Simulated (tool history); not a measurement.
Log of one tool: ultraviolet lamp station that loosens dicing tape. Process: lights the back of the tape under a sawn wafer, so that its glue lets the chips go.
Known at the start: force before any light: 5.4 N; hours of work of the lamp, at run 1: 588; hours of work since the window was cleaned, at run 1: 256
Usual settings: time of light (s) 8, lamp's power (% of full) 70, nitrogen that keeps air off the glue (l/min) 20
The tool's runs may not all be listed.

run	hour	time of light (s)	lamp's power (% of full)	nitrogen that keeps air off the glue (l/min)	hours of work of the lamp	hours of work since the window was cleaned	force that peels the tape off (N)	light that reached the tape (J/m2)
1	0.0	8	70	20	588	256	0.535	1360
2	64.0	8	70	20	625	293	0.568	1320
3	127.1	8	70	20	661	330	0.605	1300
# hour 156.0: window cleaned of glue's vapour
4	186.0	8	70	20	695	17	0.515	1350
5	239.3	8	70	20	726	48	0.546	1330
6	302.3	8	70	20	762	85	0.562	1370
7	356.1	8	70	20	793	116	0.591	1320
8	413.8	8	70	20	827	149	0.618	1240
9	446.3	8	70	20	846	168	0.630	1240
10	496.3	8	70	20	874	197	0.676	1230
11	560.9	8	70	20	912	234	0.694	1220
# hour 568.0: lamp changed
12	611.1	7	70	20	25	263	0.493	1450
13	682.2	7	70	20	66	304	0.518	1470
14	742.0	7	70	20	101	339	0.529	1410
# hour 753.3: window cleaned of glue's vapour
15	799.2	7	70	20	134	27	0.482	1440
16	866.1	7	70	20	172	65	0.524	1430
17	899.8	7	70	20	192	85	0.535	1420
18	938.3	7	70	20	214	107	0.541	1430
19	991.7	7	70	20	245	138	0.541	1380
20	1022.3	7	70	20	263	156	0.569	1360
21	1058.5	8	70	20	284	177	0.425	1540
22	1100.3	4	70	35	308	201	1.119	740
23	1170.0	4	70	35	348	241	1.144	770
24	1214.7	6	73	20	374	267	0.746	1170
25	1252.4	8	99	20	396	289	0.232	2050
26	1304.2	8	72	11	426	319	0.776	1470
27	1348.3	8	72	11	451	344	0.788	1430
# hour 1354.4: window cleaned of glue's vapour
28	1414.9	11	86	12	490	35	0.236	2460
29	1476.3	5	98	12	525	71	0.935	1260
30	1517.4	5	64	25	549	94	1.172	840
31	1548.1	5	64	25	567	112	1.185	790
32	1599.1	15	74	17	596	142	0.157	2730
33	1654.4	8	69	15	628	174	0.729	1360
34	1717.2	8	69	15	665	210	0.765	1330
35	1764.8	8	90	22	692	238	0.324	1750
36	1832.6	11	85	20	731	277	0.204	2140
37	1862.7	11	85	20	749	294	0.228	2140
38	1927.8	6	95	16	786	332	0.765	1250
# hour 1950.6: window cleaned of glue's vapour
39	1998.7	7	98	9	827	28	0.801	1570
40	2034.0	15	98	7	848	48	0.218	3370
41	2096.7	15	98	7	884	85	0.224	3300
# hour 2151.9: lamp changed
42	2157.4	15	98	7	3	119	0.134	4470

3 ways to go on from here, each from the tool as it stands after run 42. What would each give?
A	2202.2	12	72	33	29	145	?	?
B	2202.2	16	66	15	29	145	?	?
C	2202.2	5	77	6	29	145	?	?

run	force that peels the tape off (N)	light that reached the tape (J/m2)
A	0.125	2600
B	0.130	3160
C	1.606	1180
Without the tool's hidden state the same runs would have given:
run	force that peels the tape off (N)	light that reached the tape (J/m2)
A	0.121	2720
B	0.123	3310
C	1.522	1230
